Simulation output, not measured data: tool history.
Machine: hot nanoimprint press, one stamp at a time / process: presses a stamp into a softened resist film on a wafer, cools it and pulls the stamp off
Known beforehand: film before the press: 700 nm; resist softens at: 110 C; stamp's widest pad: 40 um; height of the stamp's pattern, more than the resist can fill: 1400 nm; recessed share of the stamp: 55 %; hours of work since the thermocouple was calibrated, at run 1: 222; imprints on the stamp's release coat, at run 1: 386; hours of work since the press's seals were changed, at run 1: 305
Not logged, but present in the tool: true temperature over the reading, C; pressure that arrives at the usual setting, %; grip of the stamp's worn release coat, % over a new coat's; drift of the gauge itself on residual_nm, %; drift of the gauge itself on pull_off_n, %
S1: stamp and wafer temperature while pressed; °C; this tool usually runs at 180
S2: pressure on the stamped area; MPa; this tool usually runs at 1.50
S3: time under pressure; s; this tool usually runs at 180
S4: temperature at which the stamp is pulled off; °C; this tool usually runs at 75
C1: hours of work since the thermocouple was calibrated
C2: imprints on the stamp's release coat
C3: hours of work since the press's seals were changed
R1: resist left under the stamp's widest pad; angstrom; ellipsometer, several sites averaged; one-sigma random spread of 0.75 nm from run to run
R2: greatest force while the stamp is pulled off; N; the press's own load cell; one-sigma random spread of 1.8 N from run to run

{"run": 1, "hour": 0.0, "S1": 180, "S2": 1.5, "S3": 180, "S4": 75, "C1": 222, "C2": 386, "C3": 305, "R1": 2784, "R2": 192}
{"run": 2, "hour": 13.6, "S1": 180, "S2": 1.5, "S3": 180, "S4": 75, "C1": 231, "C2": 434, "C3": 314, "R1": 2782, "R2": 194}
{"run": 3, "hour": 21.7, "S1": 180, "S2": 1.5, "S3": 180, "S4": 75, "C1": 236, "C2": 463, "C3": 319, "R1": 2800, "R2": 192}
{"run": 4, "hour": 31.0, "S1": 180, "S2": 1.5, "S3": 180, "S4": 75, "C1": 242, "C2": 497, "C3": 325, "R1": 2802, "R2": 194}
{"run": 5, "hour": 46.3, "S1": 180, "S2": 1.5, "S3": 180, "S4": 75, "C1": 252, "C2": 552, "C3": 335, "R1": 2797, "R2": 195}
{"run": 6, "hour": 59.9, "S1": 180, "S2": 1.5, "S3": 180, "S4": 75, "C1": 260, "C2": 600, "C3": 343, "R1": 2791, "R2": 195}
{"run": 7, "hour": 67.8, "S1": 180, "S2": 1.5, "S3": 180, "S4": 75, "C1": 265, "C2": 628, "C3": 348, "R1": 2793, "R2": 193}
{"run": 8, "hour": 78.2, "S1": 180, "S2": 1.5, "S3": 153, "S4": 75, "C1": 272, "C2": 666, "C3": 355, "R1": 2936, "R2": 195}
{"run": 9, "hour": 93.1, "S1": 180, "S2": 2.27, "S3": 153, "S4": 75, "C1": 281, "C2": 719, "C3": 364, "R1": 2348, "R2": 196}
{"run": 10, "hour": 103.3, "S1": 180, "S2": 1.5, "S3": 103, "S4": 75, "C1": 288, "C2": 755, "C3": 371, "R1": 3356, "R2": 195}
{"run": 11, "hour": 117.6, "S1": 180, "S2": 1.5, "S3": 103, "S4": 75, "C1": 297, "C2": 807, "C3": 380, "R1": 3358, "R2": 197}
{"run": 12, "hour": 126.2, "S1": 180, "S2": 1.5, "S3": 103, "S4": 83, "C1": 302, "C2": 837, "C3": 385, "R1": 3347, "R2": 175}
{"run": 13, "hour": 134.7, "S1": 169, "S2": 1.5, "S3": 180, "S4": 75, "C1": 307, "C2": 868, "C3": 390, "R1": 4143, "R2": 196}
{"run": 14, "hour": 147.6, "S1": 169, "S2": 1.5, "S3": 180, "S4": 75, "C1": 316, "C2": 914, "C3": 399, "R1": 4135, "R2": 196}
{"run": 15, "hour": 157.9, "S1": 169, "S2": 1.5, "S3": 181, "S4": 60, "C1": 322, "C2": 951, "C3": 405, "R1": 4154, "R2": 239}
{"run": 16, "hour": 167.0, "S1": 182, "S2": 1.5, "S3": 180, "S4": 75, "C1": 328, "C2": 983, "C3": 411, "R1": 2609, "R2": 195}
{"run": 17, "hour": 176.1, "S1": 182, "S2": 1.5, "S3": 180, "S4": 75, "C1": 334, "C2": 1016, "C3": 417, "R1": 2591, "R2": 197}
{"run": 18, "hour": 191.5, "S1": 182, "S2": 1.5, "S3": 180, "S4": 75, "C1": 343, "C2": 1071, "C3": 426, "R1": 2601, "R2": 198}
{"run": 19, "hour": 202.5, "S1": 172, "S2": 1.37, "S3": 180, "S4": 80, "C1": 350, "C2": 1110, "C3": 433, "R1": 3896, "R2": 184}
{"run": 20, "hour": 209.2, "S1": 180, "S2": 1.5, "S3": 170, "S4": 75, "C1": 355, "C2": 1134, "C3": 437, "R1": 2845, "R2": 201}
{"run": 21, "hour": 217.0, "S1": 180, "S2": 1.5, "S3": 170, "S4": 75, "C1": 359, "C2": 1162, "C3": 442, "R1": 2848, "R2": 198}
{"run": 22, "hour": 231.2, "S1": 170, "S2": 1.5, "S3": 103, "S4": 65, "C1": 368, "C2": 1213, "C3": 451, "R1": 4656, "R2": 226}
{"run": 23, "hour": 241.9, "S1": 180, "S2": 1.08, "S3": 164, "S4": 64, "C1": 375, "C2": 1251, "C3": 458, "R1": 3438, "R2": 235}

Table of differences, measured result less the result of that run with no hidden state. Run-to-run variation is the same in both. Gauge scatter possibly is not:
run=1 R1=-14 R2=+2
run=2 R1=-15 R2=+3
run=3 R1=-15 R2=+3
run=4 R1=-15 R2=+4
run=5 R1=-16 R2=+4
run=6 R1=-16 R2=+5
run=7 R1=-16 R2=+5
run=8 R1=-17 R2=+5
run=9 R1=+10 R2=+6
run=10 R1=-19 R2=+6
run=11 R1=-19 R2=+7
run=12 R1=-20 R2=+6
run=13 R1=-40 R2=+7
run=14 R1=-41 R2=+7
run=15 R1=-41 R2=+10
run=16 R1=-15 R2=+8
run=17 R1=-15 R2=+8
run=18 R1=-16 R2=+9
run=19 R1=-44 R2=+8
run=20 R1=-19 R2=+10
run=21 R1=-19 R2=+10
run=22 R1=-42 R2=+12
run=23 R1=-44 R2=+13
